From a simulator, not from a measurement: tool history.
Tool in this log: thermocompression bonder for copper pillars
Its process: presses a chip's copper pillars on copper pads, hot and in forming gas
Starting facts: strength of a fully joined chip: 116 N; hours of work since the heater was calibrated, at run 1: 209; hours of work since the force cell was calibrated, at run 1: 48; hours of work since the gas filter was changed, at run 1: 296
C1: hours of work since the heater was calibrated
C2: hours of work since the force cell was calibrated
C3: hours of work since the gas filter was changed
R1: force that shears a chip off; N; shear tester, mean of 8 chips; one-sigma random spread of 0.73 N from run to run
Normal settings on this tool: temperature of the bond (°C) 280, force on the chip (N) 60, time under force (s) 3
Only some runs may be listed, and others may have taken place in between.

run 1 day=0.000 | temperature_of_the_bond_(°C)=280 force_on_the_chip_(N)=60 time_under_force_(s)=3 | C1=209 C2=48 C3=296 | R1=54.4
run 2 day=1.396 | temperature_of_the_bond_(°C)=280 force_on_the_chip_(N)=60 time_under_force_(s)=2 | C1=227 C2=66 C3=314 | R1=45.2
run 3 day=2.108 | temperature_of_the_bond_(°C)=280 force_on_the_chip_(N)=60 time_under_force_(s)=3 | C1=236 C2=75 C3=323 | R1=52.3
run 4 day=2.804 | temperature_of_the_bond_(°C)=280 force_on_the_chip_(N)=60 time_under_force_(s)=3 | C1=245 C2=84 C3=332 | R1=52.2
run 5 day=3.704 | temperature_of_the_bond_(°C)=280 force_on_the_chip_(N)=60 time_under_force_(s)=3 | C1=257 C2=96 C3=344 | R1=52.6
run 6 day=5.038 | temperature_of_the_bond_(°C)=280 force_on_the_chip_(N)=60 time_under_force_(s)=3 | C1=274 C2=113 C3=361 | R1=52.5
run 7 day=6.758 | temperature_of_the_bond_(°C)=280 force_on_the_chip_(N)=60 time_under_force_(s)=3 | C1=297 C2=135 C3=384 | R1=53.2
run 8 day=7.975 | temperature_of_the_bond_(°C)=280 force_on_the_chip_(N)=60 time_under_force_(s)=2 | C1=313 C2=151 C3=400 | R1=46.4
run 9 day=9.246 | temperature_of_the_bond_(°C)=280 force_on_the_chip_(N)=60 time_under_force_(s)=2 | C1=329 C2=168 C3=416 | R1=45.9
-- day=9.392 forming gas filter changed
run 10 day=10.271 | temperature_of_the_bond_(°C)=280 force_on_the_chip_(N)=86 time_under_force_(s)=3 | C1=342 C2=181 C3=11 | R1=74.3
run 11 day=11.246 | temperature_of_the_bond_(°C)=280 force_on_the_chip_(N)=86 time_under_force_(s)=3 | C1=355 C2=193 C3=24 | R1=76.0
run 12 day=12.025 | temperature_of_the_bond_(°C)=280 force_on_the_chip_(N)=60 time_under_force_(s)=3 | C1=365 C2=204 C3=34 | R1=53.4
run 13 day=12.783 | temperature_of_the_bond_(°C)=280 force_on_the_chip_(N)=60 time_under_force_(s)=2 | C1=375 C2=213 C3=44 | R1=45.5
run 14 day=14.029 | temperature_of_the_bond_(°C)=280 force_on_the_chip_(N)=60 time_under_force_(s)=3 | C1=391 C2=230 C3=60 | R1=54.5
run 15 day=15.433 | temperature_of_the_bond_(°C)=280 force_on_the_chip_(N)=60 time_under_force_(s)=3 | C1=409 C2=248 C3=78 | R1=52.9
run 16 day=16.146 | temperature_of_the_bond_(°C)=280 force_on_the_chip_(N)=60 time_under_force_(s)=3 | C1=418 C2=257 C3=88 | R1=52.2
run 17 day=17.221 | temperature_of_the_bond_(°C)=280 force_on_the_chip_(N)=60 time_under_force_(s)=3 | C1=432 C2=271 C3=102 | R1=53.8
run 18 day=18.192 | temperature_of_the_bond_(°C)=280 force_on_the_chip_(N)=60 time_under_force_(s)=3 | C1=445 C2=284 C3=114 | R1=52.9
run 19 day=19.162 | temperature_of_the_bond_(°C)=280 force_on_the_chip_(N)=60 time_under_force_(s)=3 | C1=458 C2=296 C3=127 | R1=53.3
run 20 day=20.604 | temperature_of_the_bond_(°C)=259 force_on_the_chip_(N)=60 time_under_force_(s)=3 | C1=476 C2=315 C3=146 | R1=37.9
run 21 day=22.304 | temperature_of_the_bond_(°C)=259 force_on_the_chip_(N)=60 time_under_force_(s)=3 | C1=498 C2=337 C3=168 | R1=39.2
run 22 day=23.017 | temperature_of_the_bond_(°C)=285 force_on_the_chip_(N)=48 time_under_force_(s)=8 | C1=508 C2=346 C3=177 | R1=65.8
run 23 day=23.767 | temperature_of_the_bond_(°C)=280 force_on_the_chip_(N)=90 time_under_force_(s)=2 | C1=517 C2=356 C3=187 | R1=67.8
run 24 day=25.292 | temperature_of_the_bond_(°C)=280 force_on_the_chip_(N)=87 time_under_force_(s)=3 | C1=537 C2=376 C3=207 | R1=75.5
run 25 day=26.346 | temperature_of_the_bond_(°C)=280 force_on_the_chip_(N)=87 time_under_force_(s)=3 | C1=551 C2=390 C3=220 | R1=76.2
run 26 day=27.338 | temperature_of_the_bond_(°C)=280 force_on_the_chip_(N)=87 time_under_force_(s)=3 | C1=564 C2=402 C3=233 | R1=74.5
run 27 day=28.217 | temperature_of_the_bond_(°C)=293 force_on_the_chip_(N)=72 time_under_force_(s)=2 | C1=575 C2=414 C3=245 | R1=66.0
run 28 day=29.050 | temperature_of_the_bond_(°C)=266 force_on_the_chip_(N)=61 time_under_force_(s)=3 | C1=586 C2=425 C3=255 | R1=44.4
run 29 day=30.592 | temperature_of_the_bond_(°C)=266 force_on_the_chip_(N)=61 time_under_force_(s)=3 | C1=606 C2=445 C3=275 | R1=44.6
run 30 day=31.779 | temperature_of_the_bond_(°C)=291 force_on_the_chip_(N)=48 time_under_force_(s)=4 | C1=621 C2=460 C3=291 | R1=55.2
run 31 day=33.442 | temperature_of_the_bond_(°C)=288 force_on_the_chip_(N)=76 time_under_force_(s)=2 | C1=643 C2=482 C3=312 | R1=66.1
run 32 day=34.700 | temperature_of_the_bond_(°C)=285 force_on_the_chip_(N)=76 time_under_force_(s)=4 | C1=659 C2=498 C3=329 | R1=77.1
run 33 day=35.508 | temperature_of_the_bond_(°C)=280 force_on_the_chip_(N)=60 time_under_force_(s)=7 | C1=670 C2=509 C3=339 | R1=70.7
run 34 day=37.138 | temperature_of_the_bond_(°C)=280 force_on_the_chip_(N)=60 time_under_force_(s)=7 | C1=691 C2=530 C3=360 | R1=72.7
run 35 day=38.758 | temperature_of_the_bond_(°C)=280 force_on_the_chip_(N)=60 time_under_force_(s)=7 | C1=712 C2=551 C3=381 | R1=70.8
run 36 day=39.675 | temperature_of_the_bond_(°C)=278 force_on_the_chip_(N)=79 time_under_force_(s)=2 | C1=724 C2=563 C3=393 | R1=58.4
run 37 day=40.804 | temperature_of_the_bond_(°C)=278 force_on_the_chip_(N)=79 time_under_force_(s)=7 | C1=739 C2=577 C3=408 | R1=84.4
-- day=41.483 forming gas filter changed
run 38 day=42.088 | temperature_of_the_bond_(°C)=278 force_on_the_chip_(N)=79 time_under_force_(s)=7 | C1=755 C2=594 C3=8 | R1=85.3
run 39 day=43.488 | temperature_of_the_bond_(°C)=278 force_on_the_chip_(N)=79 time_under_force_(s)=7 | C1=773 C2=612 C3=26 | R1=86.6
run 40 day=44.408 | temperature_of_the_bond_(°C)=278 force_on_the_chip_(N)=59 time_under_force_(s)=3 | C1=785 C2=624 C3=38 | R1=52.7

Across each entry between runs, compare the hidden state at the last listed run before it with the hidden state at the first listed run after it:
After run 9, before run 10: forming gas filter changed (day 9.392)
  oxide that the forming gas leaves, % of the face: 0.81 -> 0.51
After run 37, before run 38: forming gas filter changed (day 41.483)
  oxide that the forming gas leaves, % of the face: 0.82 -> 0.51
